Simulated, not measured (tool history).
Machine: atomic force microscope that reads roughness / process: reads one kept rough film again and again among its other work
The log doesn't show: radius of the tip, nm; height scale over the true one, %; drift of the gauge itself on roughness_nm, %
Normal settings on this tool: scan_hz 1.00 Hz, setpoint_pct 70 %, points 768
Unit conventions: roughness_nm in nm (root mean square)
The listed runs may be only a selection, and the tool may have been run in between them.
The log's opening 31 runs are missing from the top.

run   hour  scan_hz  setpoint_pct  points  pictures with this tip  hours of work since the height scale was calibrated  roughness_nm
 32  338.1     0.52            63     619                      40                                                  776         1.887
 33  350.4     0.52            66     619                      62                                                  786         1.876
 34  362.5     0.52            66     619                      83                                                  795         1.872
 35  371.6     0.52            66     619                      99                                                  802         1.880
 36  380.4     2.22            66     403                     114                                                  809         1.725
 37  389.4     2.22            66     403                     129                                                  816         1.737
 38  402.5     1.86            70     768                     152                                                  826         1.738
 39  412.4     0.86            70     768                     169                                                  833         1.839
     417.9  -- new tip fitted
 40  422.9     0.86            70     768                       9                                                  841         1.831
 41  439.3     2.95            64     768                      37                                                  854         1.728
 42  447.0     1.16            56     986                      51                                                  859         1.892
 43  463.4     0.64            70     312                      79                                                  872         1.865
 44  475.0     1.91            70     386                      99                                                  881         1.719
 45  489.4     1.00            78     638                     124                                                  892         1.761
 46  501.9     1.00            78     638                     146                                                  901         1.760
 47  510.9     0.71            78     638                     162                                                  908         1.813
 48  518.5     0.92            70     685                     175                                                  914         1.829
     520.6  -- new tip fitted
 49  527.2     0.75            66     591                      11                                                  921         1.864
 50  541.6     1.00            70     270                      36                                                  932         1.822
 51  556.2     1.00            70     270                      61                                                  943         1.813
 52  571.9     0.54            63     843                      89                                                  955         1.894

Below are 4 alternative next runs, each starting from the tool's condition after run 52. Predict each:
  A  582.9     2.30            70     843                     108                                                  963             ?
  B  582.9     1.00            70     467                     108                                                  963             ?
  C  582.9     1.00            77     441                     108                                                  963             ?
  D  582.9     1.47            82     465                     108                                                  963             ?

run  roughness_nm
  A         1.698
  B         1.808
  C         1.767
  D         1.660
What these runs would have given with no unlogged condition in the tool:
run  roughness_nm
  A         1.700
  B         1.811
  C         1.770
  D         1.663
